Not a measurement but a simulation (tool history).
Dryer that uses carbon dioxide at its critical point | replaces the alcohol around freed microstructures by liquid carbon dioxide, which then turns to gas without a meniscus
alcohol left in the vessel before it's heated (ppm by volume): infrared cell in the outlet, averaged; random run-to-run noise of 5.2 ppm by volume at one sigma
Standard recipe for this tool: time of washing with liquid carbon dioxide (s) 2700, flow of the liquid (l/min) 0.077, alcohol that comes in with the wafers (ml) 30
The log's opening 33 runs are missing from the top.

run     day  time of washing with liquid carbon dioxide (s)  flow of the liquid (l/min)  alcohol that comes in with the wafers (ml)  alcohol left in the vessel before it's heated (ppm by volume)
 34  24.562                                            3060                      0.0597                                          42                                                            570
 35  25.204                                            3060                      0.0597                                          42                                                            556
 36  26.225                                            3060                      0.0597                                          42                                                            596
 37  26.717                                            3060                      0.0597                                          42                                                            580
 38  27.212                                            3060                      0.0597                                          42                                                            599
 39  28.258                                            2340                      0.0595                                          30                                                           1315
 40  29.267                                            2760                       0.094                                          21                                                            113
 41  30.108                                            1980                      0.0622                                          79                                                           5194
 42  31.008                                            1980                      0.0491                                         109                                                          15450
 43  31.712                                            2700                      0.0896                                          55                                                            212
 44  32.204                                            2700                      0.0896                                          55                                                            211
 45  32.642                                            2700                      0.0896                                          55                                                            208

What if the next run were any one of these 4? Each begins from the tool's condition after run 45:
  A  33.5                                            2700                      0.0838                                          55                                                              ?
  B  33.5                                            1620                      0.0899                                          50                                                              ?
  C  33.5                                            2100                      0.1102                                          55                                                              ?
  D  33.5                                            2700                       0.077                                          23                                                              ?

run  alcohol left in the vessel before it's heated (ppm by volume)
  A                                                            275
  B                                                           1666
  C                                                            233
  D                                                            252
Without the tool's hidden state the same runs would have given:
run  alcohol left in the vessel before it's heated (ppm by volume)
  A                                                             83
  B                                                            980
  C                                                             65
  D                                                             83
